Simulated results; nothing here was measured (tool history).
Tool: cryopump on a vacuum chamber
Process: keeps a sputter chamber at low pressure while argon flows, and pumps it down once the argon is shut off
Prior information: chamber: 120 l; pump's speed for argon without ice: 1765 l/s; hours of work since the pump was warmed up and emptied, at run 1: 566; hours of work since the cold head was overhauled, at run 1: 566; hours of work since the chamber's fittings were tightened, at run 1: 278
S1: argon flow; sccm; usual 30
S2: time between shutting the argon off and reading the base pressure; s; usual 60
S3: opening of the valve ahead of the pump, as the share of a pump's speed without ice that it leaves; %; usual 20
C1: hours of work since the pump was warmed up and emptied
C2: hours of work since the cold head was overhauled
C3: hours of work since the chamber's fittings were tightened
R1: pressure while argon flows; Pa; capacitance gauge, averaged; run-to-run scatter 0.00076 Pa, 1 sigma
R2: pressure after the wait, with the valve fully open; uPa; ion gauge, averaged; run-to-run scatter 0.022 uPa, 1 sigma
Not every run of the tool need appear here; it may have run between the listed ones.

run    day  S1  S2  S3   C1   C2   C3      R1    R2
  1      0  30  60  20  566  566  278  0.1535  1.08
     0.388  -- pump warmed up, emptied and cooled again
  2  0.925  14  60  20   10  579  291  0.0679  0.93
  3  1.742  30  60  20   25  595  306   0.145  0.95
  4  2.396  30  60  20   37  607  318   0.144  0.98
  5  3.458  30  60  20   57  626  338  0.1454  0.95
  6  4.054  30  60  20   68  637  349  0.1444  1.01
  7  5.096  12  21  39   87  656  368    0.03  1.95
  8  5.946  16  66  35  102  672  384  0.0435  0.99
  9  7.154  16  66  35  125  694  406  0.0442  1.06

Run 10 comes next. What will it give?
 10  8.367  16  66  35  147  717  428   ?   ?

{"run 10": {"R1": 0.0449, "R2": 1.07}}
Without the tool's hidden state the same run would have given R1 0.0436 Pa, R2 0.62 uPa.
